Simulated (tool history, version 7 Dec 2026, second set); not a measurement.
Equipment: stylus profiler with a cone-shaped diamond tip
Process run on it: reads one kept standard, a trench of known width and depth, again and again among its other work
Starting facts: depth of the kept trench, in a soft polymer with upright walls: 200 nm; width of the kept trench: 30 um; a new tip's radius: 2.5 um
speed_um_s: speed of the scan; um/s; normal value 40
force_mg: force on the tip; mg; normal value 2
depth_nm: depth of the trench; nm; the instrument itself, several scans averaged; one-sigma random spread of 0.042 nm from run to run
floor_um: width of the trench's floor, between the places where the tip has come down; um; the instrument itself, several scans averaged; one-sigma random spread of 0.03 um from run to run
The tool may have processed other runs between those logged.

run	day	speed_um_s	force_mg	depth_nm	floor_um
1	0	40	2	203	27.77
2	0.4	40	2	203.1	27.74
3	1.054	40	0.72	201.58	27.64
4	1.725	40	2	203.04	27.77
5	2.129	113	2	203.09	27.26
6	2.479	113	2	203.07	27.31
7	2.862	42	2	203.02	27.77
8	3.488	40	2	203.08	27.78
9	4.2	40	2	203.05	27.85
10	4.658	40	2	203.07	27.75
11	5.138	40	2	203.06	27.77
12	5.538	40	2	203.03	27.8
13	6.05	40	2	203.1	27.82
14	6.421	61	2	203.04	27.68
15	6.979	48	2	203.04	27.7
16	7.546	40	2	203.07	27.79
17	8.071	39	1.15	202.18	27.65
18	8.562	96	0.68	201.5	26.93
19	9.112	25	1.45	202.46	27.84
20	9.638	40	2.55	203.61	27.77
21	10.3	18	3.38	204.32	27.91
22	10.754	81	1.28	202.23	27.34
23	11.079	81	1.28	202.25	27.33
24	11.504	70	2.91	203.89	27.64
25	12.129	49	3.95	204.78	27.77
26	12.808	49	3.95	204.85	27.84
27	13.408	36	2	203.04	27.82
28	14.071	11	2	203.1	27.92
29	14.746	40	1.47	202.54	27.73
30	15.471	40	4.83	205.55	27.87
31	16.046	20	0.95	201.8	27.81

Alternative continuations, all from the tool just after run 31; predict every row:
A	16.712	125	2.69	?	?
B	16.712	12	3.69	?	?
C	16.712	12	1.68	?	?

run	depth_nm	floor_um
A	203.77	27.27
B	204.57	27.98
C	202.67	27.91
Stripped of hidden state, with their random variation kept, the same runs would have yielded:
run	depth_nm	floor_um
A	203.76	27.29
B	204.57	27.99
C	202.67	27.92
